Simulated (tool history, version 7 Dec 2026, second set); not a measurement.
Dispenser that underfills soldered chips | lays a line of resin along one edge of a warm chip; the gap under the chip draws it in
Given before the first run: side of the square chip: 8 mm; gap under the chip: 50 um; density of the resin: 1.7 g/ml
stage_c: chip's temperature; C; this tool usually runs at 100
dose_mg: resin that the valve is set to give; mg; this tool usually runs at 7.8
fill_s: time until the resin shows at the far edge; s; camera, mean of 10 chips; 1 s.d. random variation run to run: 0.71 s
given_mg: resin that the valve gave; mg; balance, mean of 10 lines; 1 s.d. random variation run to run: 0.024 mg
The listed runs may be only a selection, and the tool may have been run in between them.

run	day	stage_c	dose_mg	fill_s	given_mg
1	0	100	7.8	65.9	7.71
2	0.196	100	7.8	84.4	7.6
# day 0.312: new syringe of resin
3	0.433	112	7.8	43.3	7.63
4	0.604	112	9.04	53.9	8.81
# day 0.638: new syringe of resin
5	0.788	100	7.8	75.6	7.58
# day 0.958: new syringe of resin
6	1.029	100	7.8	69	7.57
# day 1.271: new syringe of resin
7	1.358	100	7.8	70.9	7.5
# day 1.588: new syringe of resin
8	1.683	100	7.8	73.7	7.47
# day 1.908: new syringe of resin
9	1.933	100	7.8	65.9	7.44
# day 2.017: dispensing valve cleaned and set on the balance
10	2.188	100	7.8	86.3	7.79
# day 2.267: new syringe of resin
11	2.346	100	7.37	73.7	7.33
12	2.521	100	7.37	89.3	7.3
# day 2.588: new syringe of resin
13	2.742	100	7.37	77.6	7.28
# day 2.917: new syringe of resin
14	2.992	100	7.37	72.9	7.25
# day 3.238: new syringe of resin
15	3.288	100	7.8	68.8	7.67
# day 3.562: new syringe of resin
16	3.592	100	7.8	66.9	7.6
17	3.838	100	7.8	90.6	7.61
# day 3.896: new syringe of resin
18	4.05	100	8.96	76.2	8.74
# day 4.233: new syringe of resin
19	4.242	98	7.36	73.3	7.14
# day 4.562: new syringe of resin
20	4.583	110	7.17	44.1	6.89
# day 4.838: dispensing valve cleaned and set on the balance
# day 4.925: new syringe of resin
21	4.942	110	7.17	42.5	7.18
22	5.125	100	8.84	80.2	8.84
# day 5.242: new syringe of resin
23	5.379	86	7.8	147.9	7.82
# day 5.554: new syringe of resin
24	5.654	86	7.8	142	7.75
# day 5.871: new syringe of resin
25	5.954	108	6.92	51.1	6.92
# day 6.2: new syringe of resin
26	6.2	91	6.87	105.6	6.75
27	6.362	91	7.74	124.2	7.62
# day 6.517: new syringe of resin
28	6.625	100	9.64	73.4	9.47
# day 6.838: new syringe of resin
29	6.9	108	9.44	48.4	9.22
# day 7.158: new syringe of resin
30	7.158	96	9.8	77.4	9.55
31	7.338	104	6.95	70.1	6.75
# day 7.483: new syringe of resin
32	7.588	113	7.98	41.9	7.72
# day 7.679: dispensing valve cleaned and set on the balance
# day 7.842: new syringe of resin
33	7.854	112	8.75	38	8.74

For some of the steps in fill_s from one run to the next: how much would appear even if the tool had no hidden state, given the settings, what came in and random variation, and how much remains for the hidden state plus any gauge scatter that the measured result and the result without hidden state don't share?
Hidden state at play: resin's viscosity, % of fresh resin's; dose that the valve gives, % of what is set; true chip temperature over the reading, C; drift of the gauge itself on fill_s, %; drift of the gauge itself on given_mg, %.
Run 9 -> 10: dispensing valve cleaned and set on the balance. fill_s +20.4 s: hidden state +18.8, all else +1.6.
Run 16 -> 17: no setting changed, nothing entered. fill_s +23.7 s: hidden state +23.3, all else +0.4.
Run 22 -> 23: stage_c 100 -> 86, dose_mg 8.84 -> 7.8, new syringe of resin. fill_s +67.7 s: hidden state +7.1, all else +60.6.
Run 24 -> 25: stage_c 86 -> 108, dose_mg 7.8 -> 6.92, new syringe of resin. fill_s -90.9 s: hidden state -11.5, all else -79.4.
Run 25 -> 26: stage_c 108 -> 91, dose_mg 6.92 -> 6.87, new syringe of resin. fill_s +54.5 s: hidden state -1.6, all else +56.1.
Run 26 -> 27: dose_mg 6.87 -> 7.74. fill_s +18.6 s: hidden state +21.8, all else -3.2.

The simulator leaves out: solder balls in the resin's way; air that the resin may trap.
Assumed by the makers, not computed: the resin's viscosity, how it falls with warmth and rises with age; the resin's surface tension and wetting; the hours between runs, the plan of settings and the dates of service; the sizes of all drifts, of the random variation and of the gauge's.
